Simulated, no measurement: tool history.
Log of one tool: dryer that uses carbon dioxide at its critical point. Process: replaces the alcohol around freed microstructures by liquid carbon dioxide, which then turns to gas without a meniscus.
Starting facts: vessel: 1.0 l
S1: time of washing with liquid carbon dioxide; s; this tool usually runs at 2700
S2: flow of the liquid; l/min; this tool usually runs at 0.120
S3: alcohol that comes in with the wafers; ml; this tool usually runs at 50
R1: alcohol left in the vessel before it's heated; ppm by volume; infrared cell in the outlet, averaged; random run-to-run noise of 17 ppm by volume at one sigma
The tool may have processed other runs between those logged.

run     day    S1     S2  S3    R1
  1   0.000  2700  0.120  50  1493
  2   1.171  2700  0.120  50  1514
  3   3.846  2700  0.120  50  1557
      4.271  -- inlet filter changed
  4   5.804  2700  0.120  50  1132
  5   7.692  2700  0.120  50  1167
  6  10.408  2700  0.120  50  1241
  7  13.221  2700  0.183  50   211
  8  15.146  2700  0.183  50   228
  9  17.371  2700  0.183  50   246
 10  19.162  2700  0.183  50   253
 11  21.496  2700  0.183  50   250
 12  24.200  2700  0.183  50   271
 13  25.546  2700  0.183  50   280
 14  28.346  2700  0.183  50   293
 15  30.179  2700  0.120  50  1537
 16  32.329  2160  0.120  50  3100
 17  34.433  1620  0.120  50  6278
 18  37.033  1620  0.163  50  3221
 19  38.475  1620  0.163  50  3162
 20  40.375  1620  0.163  50  3358
     40.754  -- inlet filter changed
 21  43.054  2700  0.120  50  1228
 22  44.888  2700  0.199  50   182
 23  47.167  2700  0.120  38   988
 24  49.833  2820  0.128  62  1109
 25  50.975  3840  0.176  62   112
 26  53.542  2040  0.176  62  1239
 27  55.879  2040  0.176  62  1267
 28  58.088  1800  0.178  67  2109
 29  60.488  1800  0.178  67  2208
 30  61.954  2100  0.120  42  2769
 31  64.071  2700  0.080  45  4160
 32  65.688  2700  0.153  32   477
 33  67.925  2640  0.100  50  2909
 34  70.704  1860  0.088  50  8508
 35  72.188  3060  0.184  30   175
 36  74.267  3060  0.183  50   261
 37  75.708  4140  0.073  71  2807
     77.250  -- inlet filter changed
 38  78.138  3120  0.175  63   222
 39  80.500  2700  0.120  51  1241
 40  82.262  2700  0.120  51  1289
 41  84.929  2700  0.120  51  1364
 42  86.175  2700  0.153  21   312

Run 43 is up next; what results do you expect?
     87.962  -- purifier's bed changed
 43  88.958  2640  0.081  30   ?

{"run 43": {"R1": 2552}}
On a tool with no hidden condition, and with the same random variation, this run would have come out at R1 2320 ppm by volume.
